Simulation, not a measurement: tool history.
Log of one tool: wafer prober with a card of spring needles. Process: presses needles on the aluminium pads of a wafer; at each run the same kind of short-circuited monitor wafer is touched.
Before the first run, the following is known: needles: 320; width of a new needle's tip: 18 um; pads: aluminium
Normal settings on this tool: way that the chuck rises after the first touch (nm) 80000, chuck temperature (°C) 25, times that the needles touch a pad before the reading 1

| run | hour | way that the chuck rises after the first touch (nm) | chuck temperature (°C) | times that the needles touch a pad before the reading | resistance of one needle with its contact and lead (mohm) | way that a needle slides on the pad (nm) |
|---|---|---|---|---|---|---|
| 1 | 0 | 80000 | 25 | 1 | 125 | 13030 |
|  | 12.9 | tips cleaned on abrasive film |
|  | 41.1 | tips cleaned on abrasive film |
| 2 | 50.3 | 80000 | 25 | 1 | 121 | 13020 |
|  | 68.7 | tips cleaned on abrasive film |
|  | 99.5 | tips cleaned on abrasive film |
| 3 | 106.6 | 80000 | 25 | 1 | 122 | 13040 |
|  | 126 | tips cleaned on abrasive film |
|  | 131 | height of the first contact set anew |
|  | 157 | tips cleaned on abrasive film |
|  | 187.1 | tips cleaned on abrasive film |
| 4 | 205.8 | 80000 | 25 | 3 | 123 | 12990 |
|  | 218.2 | tips cleaned on abrasive film |
|  | 244.9 | tips cleaned on abrasive film |
| 5 | 256.3 | 80000 | 25 | 3 | 123 | 12960 |
|  | 274.6 | tips cleaned on abrasive film |
|  | 304.7 | tips cleaned on abrasive film |
|  | 333.7 | tips cleaned on abrasive film |
| 6 | 344.3 | 80000 | 25 | 3 | 123 | 12980 |
|  | 363.8 | tips cleaned on abrasive film |
|  | 390.4 | tips cleaned on abrasive film |
| 7 | 414.2 | 96000 | 25 | 3 | 119 | 15580 |
|  | 418.5 | tips cleaned on abrasive film |
|  | 449.3 | tips cleaned on abrasive film |
|  | 478.4 | tips cleaned on abrasive film |
| 8 | 490.4 | 80000 | 25 | 2 | 122 | 12960 |
|  | 508.3 | tips cleaned on abrasive film |
|  | 536.8 | tips cleaned on abrasive film |
|  | 562.9 | tips cleaned on abrasive film |
| 9 | 562.9 | 74000 | 25 | 2 | 125 | 12010 |
|  | 591 | tips cleaned on abrasive film |
|  | 604.2 | height of the first contact set anew |
|  | 623.6 | tips cleaned on abrasive film |
|  | 655.8 | tips cleaned on abrasive film |
| 10 | 662.4 | 74000 | 25 | 2 | 125 | 11990 |
|  | 681.9 | tips cleaned on abrasive film |
|  | 709.8 | tips cleaned on abrasive film |
|  | 740.8 | tips cleaned on abrasive film |
| 11 | 746.7 | 68000 | 25 | 1 | 125 | 10990 |
|  | 771.5 | tips cleaned on abrasive film |
|  | 800.4 | tips cleaned on abrasive film |
|  | 828 | tips cleaned on abrasive film |
| 12 | 828.4 | 68000 | 25 | 1 | 127 | 10960 |
|  | 859.4 | tips cleaned on abrasive film |
|  | 889.8 | tips cleaned on abrasive film |
| 13 | 895.1 | 68000 | 62 | 1 | 133 | 10990 |
|  | 919.5 | tips cleaned on abrasive film |
|  | 949.6 | tips cleaned on abrasive film |
| 14 | 965.7 | 68000 | 62 | 1 | 129 | 10950 |
|  | 976.9 | tips cleaned on abrasive film |
|  | 1005.2 | tips cleaned on abrasive film |
|  | 1034.1 | tips cleaned on abrasive film |
| 15 | 1051.7 | 80000 | 51 | 1 | 128 | 12850 |
|  | 1064.8 | tips cleaned on abrasive film |
|  | 1081.9 | height of the first contact set anew |
|  | 1095 | tips cleaned on abrasive film |
|  | 1127.5 | tips cleaned on abrasive film |
| 16 | 1129.7 | 80000 | 51 | 2 | 128 | 12900 |
|  | 1155.8 | tips cleaned on abrasive film |
|  | 1181.8 | tips cleaned on abrasive film |
| 17 | 1196.6 | 87000 | 58 | 2 | 127 | 14010 |
|  | 1209.7 | tips cleaned on abrasive film |
|  | 1240.1 | tips cleaned on abrasive film |
| 18 | 1244.6 | 96000 | 58 | 2 | 128 | 15440 |
|  | 1268.3 | tips cleaned on abrasive film |
| 19 | 1288.1 | 78000 | 112 | 1 | 137 | 12560 |
|  | 1299.2 | tips cleaned on abrasive film |
|  | 1325.2 | tips cleaned on abrasive film |
| 20 | 1331.6 | 80000 | 36 | 1 | 123 | 12850 |
|  | 1356.1 | tips cleaned on abrasive film |
|  | 1386.9 | tips cleaned on abrasive film |
|  | 1415.5 | tips cleaned on abrasive film |
| 21 | 1415.5 | 80000 | 36 | 1 | 125 | 12850 |
|  | 1443.9 | tips cleaned on abrasive film |
| 22 | 1465.4 | 67000 | 39 | 1 | 127 | 10730 |
|  | 1471.4 | tips cleaned on abrasive film |
|  | 1501.3 | tips cleaned on abrasive film |
| 23 | 1518.6 | 67000 | 39 | 1 | 130 | 10740 |
|  | 1528.8 | tips cleaned on abrasive film |
|  | 1558.8 | tips cleaned on abrasive film |
|  | 1559.1 | height of the first contact set anew |
| 24 | 1578.9 | 80000 | 43 | 2 | 125 | 12840 |
|  | 1590.5 | tips cleaned on abrasive film |
|  | 1619.8 | tips cleaned on abrasive film |
|  | 1649.7 | tips cleaned on abrasive film |
|  | 1677.5 | tips cleaned on abrasive film |
| 25 | 1677.5 | 80000 | 78 | 1 | 129 | 12810 |
|  | 1708.4 | tips cleaned on abrasive film |
| 26 | 1724.9 | 72000 | 26 | 2 | 124 | 11490 |
|  | 1737.2 | tips cleaned on abrasive film |
|  | 1766.9 | tips cleaned on abrasive film |
| 27 | 1785.7 | 72000 | 26 | 2 | 125 | 11520 |
|  | 1796.4 | tips cleaned on abrasive film |
|  | 1824.6 | tips cleaned on abrasive film |
| 28 | 1843.5 | 80000 | 42 | 1 | 126 | 12780 |

Run by run, hidden condition taken away, random variation retained:
Hidden state at play: debris on the tips, nm; way that the needles fall short of the set height, um; tips' diameter, um; drift of the gauge itself on contact_mohm, %; drift of the gauge itself on scrub_um, %.
| run | way that a needle slides on the pad (nm) |
|---|---|
| 1 | 13030 |
| 2 | 13030 |
| 3 | 13050 |
| 4 | 13020 |
| 5 | 13000 |
| 6 | 13030 |
| 7 | 15640 |
| 8 | 13030 |
| 9 | 12080 |
| 10 | 12080 |
| 11 | 11080 |
| 12 | 11060 |
| 13 | 11090 |
| 14 | 11060 |
| 15 | 13000 |
| 16 | 13050 |
| 17 | 14190 |
| 18 | 15640 |
| 19 | 12730 |
| 20 | 13030 |
| 21 | 13040 |
| 22 | 10900 |
| 23 | 10920 |
| 24 | 13060 |
| 25 | 13040 |
| 26 | 11710 |
| 27 | 11740 |
| 28 | 13040 |
resistance of one needle with its contact and lead (mohm): differs from the measured result by no more than 1 in any run.
